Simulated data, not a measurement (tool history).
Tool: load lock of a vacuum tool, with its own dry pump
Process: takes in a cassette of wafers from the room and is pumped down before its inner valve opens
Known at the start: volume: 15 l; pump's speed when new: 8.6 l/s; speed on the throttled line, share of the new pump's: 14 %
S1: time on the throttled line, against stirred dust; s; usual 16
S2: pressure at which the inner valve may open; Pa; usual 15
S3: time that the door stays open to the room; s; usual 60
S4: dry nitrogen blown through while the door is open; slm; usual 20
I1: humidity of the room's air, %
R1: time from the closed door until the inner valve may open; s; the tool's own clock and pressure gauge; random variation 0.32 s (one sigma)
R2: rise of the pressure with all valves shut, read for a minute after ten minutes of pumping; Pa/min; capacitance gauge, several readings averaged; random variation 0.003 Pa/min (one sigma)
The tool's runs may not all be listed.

run 1 hour=0.0 | S1=16 S2=15 S3=60 S4=20 | I1=43.9 | R1=30.2 R2=0.073
run 2 hour=93.8 | S1=16 S2=15 S3=60 S4=20 | I1=46.0 | R1=29.8 R2=0.072
run 3 hour=184.6 | S1=16 S2=15 S3=60 S4=20 | I1=43.9 | R1=30.2 R2=0.072
run 4 hour=268.8 | S1=16 S2=15 S3=34 S4=20 | I1=49.2 | R1=29.6 R2=0.057
run 5 hour=369.6 | S1=16 S2=10 S3=34 S4=20 | I1=41.6 | R1=30.3 R2=0.060
run 6 hour=487.2 | S1=16 S2=10 S3=34 S4=20 | I1=45.5 | R1=31.2 R2=0.061
run 7 hour=559.6 | S1=16 S2=10 S3=34 S4=20 | I1=38.2 | R1=30.3 R2=0.061
run 8 hour=619.1 | S1=16 S2=10 S3=34 S4=20 | I1=46.1 | R1=30.5 R2=0.065
run 9 hour=675.9 | S1=16 S2=10 S3=34 S4=6 | I1=44.8 | R1=30.5 R2=0.076
run 10 hour=744.8 | S1=10 S2=10 S3=63 S4=6 | I1=48.0 | R1=25.5 R2=0.094
run 11 hour=803.8 | S1=10 S2=10 S3=63 S4=6 | I1=45.6 | R1=25.4 R2=0.089
run 12 hour=928.6 | S1=10 S2=10 S3=63 S4=5 | I1=44.6 | R1=24.8 R2=0.094
run 13 hour=1049.0 | S1=16 S2=10 S3=60 S4=15 | I1=43.3 | R1=30.8 R2=0.087
run 14 hour=1099.6 | S1=16 S2=22 S3=60 S4=5 | I1=40.7 | R1=28.8 R2=0.092
run 15 hour=1160.6 | S1=16 S2=22 S3=60 S4=5 | I1=43.4 | R1=29.2 R2=0.091
run 16 hour=1250.2 | S1=21 S2=15 S3=60 S4=20 | I1=41.9 | R1=34.2 R2=0.076

Run 17 comes next. What will it give?
run 17 hour=1371.4 | S1=25 S2=15 S3=110 S4=41 | I1=46.9 | R1=? R2=?

R1: 37.7 s
R2: 0.082 Pa/min
Without the tool's hidden state the same run would have given R1 37.2 s, R2 0.051 Pa/min.

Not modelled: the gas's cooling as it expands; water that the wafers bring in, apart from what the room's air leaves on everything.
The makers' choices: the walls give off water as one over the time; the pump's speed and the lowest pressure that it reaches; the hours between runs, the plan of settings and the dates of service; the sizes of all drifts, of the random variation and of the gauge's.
